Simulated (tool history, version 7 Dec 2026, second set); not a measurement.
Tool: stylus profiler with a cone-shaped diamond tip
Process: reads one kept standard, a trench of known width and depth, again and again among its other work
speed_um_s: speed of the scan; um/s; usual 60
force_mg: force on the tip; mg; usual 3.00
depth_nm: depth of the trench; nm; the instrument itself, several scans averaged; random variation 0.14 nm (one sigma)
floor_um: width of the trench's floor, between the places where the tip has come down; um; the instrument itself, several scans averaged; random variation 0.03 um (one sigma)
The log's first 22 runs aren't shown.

run	hour	speed_um_s	force_mg	depth_nm	floor_um
23	680.3	15	2.36	505.63	15.82
24	711.8	222	4.10	507.87	15.04
25	752.4	222	4.10	507.88	14.98
26	776.9	108	1.32	504.30	15.13
27	819.6	101	1.66	504.78	15.21
28	840.8	115	5.30	509.80	15.45
29	876.4	115	5.30	509.20	15.34
30	918.2	144	1.59	504.42	14.87

Forecast each of these 4 alternatives for the next run:
A	947.6	37	7.60	?	?
B	947.6	61	3.13	?	?
C	947.6	98	8.11	?	?
D	947.6	102	8.45	?	?

run	depth_nm	floor_um
A	511.96	15.61
B	506.82	15.46
C	512.30	15.39
D	512.69	15.46
Without the tool's hidden state the same runs would have given:
run	depth_nm	floor_um
A	511.15	16.93
B	506.01	16.78
C	511.49	16.71
D	511.87	16.77
